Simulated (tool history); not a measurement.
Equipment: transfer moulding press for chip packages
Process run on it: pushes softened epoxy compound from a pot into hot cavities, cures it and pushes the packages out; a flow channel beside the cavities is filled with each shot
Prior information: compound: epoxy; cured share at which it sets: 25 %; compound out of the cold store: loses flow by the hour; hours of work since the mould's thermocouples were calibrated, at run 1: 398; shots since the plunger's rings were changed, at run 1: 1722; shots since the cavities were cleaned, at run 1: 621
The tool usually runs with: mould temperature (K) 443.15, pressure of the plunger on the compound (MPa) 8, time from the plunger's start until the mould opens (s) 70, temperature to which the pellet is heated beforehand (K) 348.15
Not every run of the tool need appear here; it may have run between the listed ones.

| run | day | mould temperature (K) | pressure of the plunger on the compound (MPa) | time from the plunger's start until the mould opens (s) | temperature to which the pellet is heated beforehand (K) | hours of work since the mould's thermocouples were calibrated | shots since the plunger's rings were changed | shots since the cavities were cleaned | incoming compound's hours out of the cold store | length that the compound runs in the flow channel (mm) | greatest force on the pins that push the packages out (N) |
|---|---|---|---|---|---|---|---|---|---|---|---|
| 1 | 0 | 443.15 | 8 | 70 | 348.15 | 398 | 1722 | 621 | 16.9 | 576.8 | 892 |
|  | 0.146 | cavities cleaned with cleaning compound and waxed |
| 2 | 0.862 | 443.15 | 8 | 70 | 348.15 | 408 | 1926 | 183 | 32.6 | 544.1 | 673 |
| 3 | 2.046 | 443.15 | 8 | 70 | 348.15 | 422 | 2228 | 485 | 36.9 | 532.2 | 791 |
|  | 2.8 | cavities cleaned with cleaning compound and waxed |
| 4 | 3.612 | 443.15 | 8 | 70 | 346.15 | 440 | 2611 | 206 | 8.8 | 591.2 | 700 |
|  | 3.912 | plunger's sealing rings changed |
| 5 | 4.762 | 443.15 | 8 | 70 | 348.15 | 453 | 217 | 473 | 23.7 | 568.7 | 788 |
|  | 5.508 | cavities cleaned with cleaning compound and waxed |
| 6 | 5.942 | 443.15 | 6.21 | 70 | 348.15 | 466 | 502 | 111 | 32.3 | 484.6 | 592 |
| 7 | 7.104 | 443.15 | 8 | 70 | 348.15 | 480 | 798 | 407 | 45.6 | 522.2 | 689 |
|  | 8.071 | cavities cleaned with cleaning compound and waxed |
| 8 | 8.625 | 443.15 | 8 | 70 | 348.15 | 497 | 1169 | 141 | 41.8 | 527.3 | 632 |
| 9 | 9.962 | 443.15 | 8 | 70 | 348.15 | 513 | 1510 | 482 | 33.2 | 543.2 | 760 |
|  | 10.683 | cavities cleaned with cleaning compound and waxed |
| 10 | 11.308 | 443.15 | 8.36 | 70 | 348.15 | 529 | 1837 | 159 | 12.1 | 598.6 | 649 |
| 11 | 12.462 | 443.15 | 8 | 70 | 355.15 | 542 | 2132 | 454 | 34.1 | 537.5 | 732 |
|  | 13.229 | cavities cleaned with cleaning compound and waxed |
| 12 | 13.638 | 443.15 | 8 | 70 | 348.15 | 556 | 2416 | 105 | 32.4 | 540.9 | 614 |
|  | 14.612 | plunger's sealing rings changed |
| 13 | 14.75 | 443.15 | 8 | 70 | 348.15 | 568 | 35 | 361 | 14.2 | 589.2 | 756 |
| 14 | 15.408 | 443.15 | 8 | 70 | 348.15 | 576 | 203 | 529 | 17.2 | 582.2 | 802 |
|  | 15.904 | cavities cleaned with cleaning compound and waxed |
| 15 | 16.158 | 443.15 | 8 | 70 | 348.15 | 584 | 378 | 65 | 16.2 | 584 | 572 |
| 16 | 17.358 | 443.15 | 8 | 70 | 348.15 | 598 | 684 | 371 | 22.9 | 569.5 | 738 |
|  | 18.5 | cavities cleaned with cleaning compound and waxed |
| 17 | 18.729 | 443.15 | 8 | 108 | 341.15 | 614 | 1017 | 58 | 28 | 557.3 | 387 |
| 18 | 19.733 | 443.15 | 8 | 108 | 341.15 | 626 | 1273 | 314 | 36.4 | 538.1 | 500 |
| 19 | 20.8 | 443.15 | 8 | 108 | 341.15 | 639 | 1545 | 586 | 23.8 | 565.1 | 541 |
|  | 21.071 | cavities cleaned with cleaning compound and waxed |
| 20 | 21.908 | 443.15 | 8 | 108 | 341.15 | 651 | 1811 | 212 | 24.7 | 560.4 | 443 |
| 21 | 22.562 | 443.15 | 8 | 108 | 341.15 | 659 | 1979 | 380 | 39.1 | 530.7 | 496 |
|  | 23.646 | cavities cleaned with cleaning compound and waxed |
| 22 | 23.875 | 440.15 | 8 | 70 | 357.15 | 674 | 2297 | 58 | 23.4 | 566.2 | 625 |
| 23 | 24.946 | 449.15 | 9.12 | 70 | 357.15 | 687 | 2570 | 331 | 20.6 | 590.4 | 528 |
|  | 25.371 | plunger's sealing rings changed |
| 24 | 25.833 | 449.15 | 9.12 | 70 | 357.15 | 696 | 119 | 531 | 16.4 | 608.4 | 613 |
|  | 26.304 | cavities cleaned with cleaning compound and waxed |
| 25 | 27.021 | 449.15 | 8 | 70 | 348.15 | 710 | 405 | 182 | 16.5 | 571 | 479 |
| 26 | 28.429 | 435.15 | 8 | 53 | 348.15 | 726 | 764 | 541 | 27.2 | 574.5 | 2510 |
|  | 28.85 | cavities cleaned with cleaning compound and waxed |
| 27 | 29.45 | 435.15 | 8 | 53 | 348.15 | 738 | 1008 | 152 | 21.6 | 585.9 | 1984 |
| 28 | 30.483 | 437.15 | 8.46 | 51 | 348.15 | 750 | 1272 | 416 | 23.5 | 593.7 | 2349 |
|  | 31.412 | cavities cleaned with cleaning compound and waxed |
| 29 | 31.458 | 439.15 | 8.76 | 99 | 351.15 | 761 | 1504 | 11 | 37.4 | 566.9 | 372 |

3 ways to go on from here, each from the tool as it stands after run 29. What would each give?
| A | 32.25 | 449.15 | 8.35 | 99 | 351.15 | 771 | 1707 | 214 | 10.7 | ? | ? |
| B | 32.25 | 441.15 | 9.3 | 99 | 350.15 | 771 | 1707 | 214 | 17.6 | ? | ? |
| C | 32.25 | 443.15 | 9.38 | 70 | 346.15 | 771 | 1707 | 214 | 32.3 | ? | ? |

| run | length that the compound runs in the flow channel (mm) | greatest force on the pins that push the packages out (N) |
|---|---|---|
| A | 588.4 | 467 |
| B | 622.7 | 474 |
| C | 590.2 | 653 |
Take away the tool's hidden state, keep each run's random variation, and the runs would have read:
| run | length that the compound runs in the flow channel (mm) | greatest force on the pins that push the packages out (N) |
|---|---|---|
| A | 599.2 | 352 |
| B | 634.5 | 363 |
| C | 601.2 | 535 |
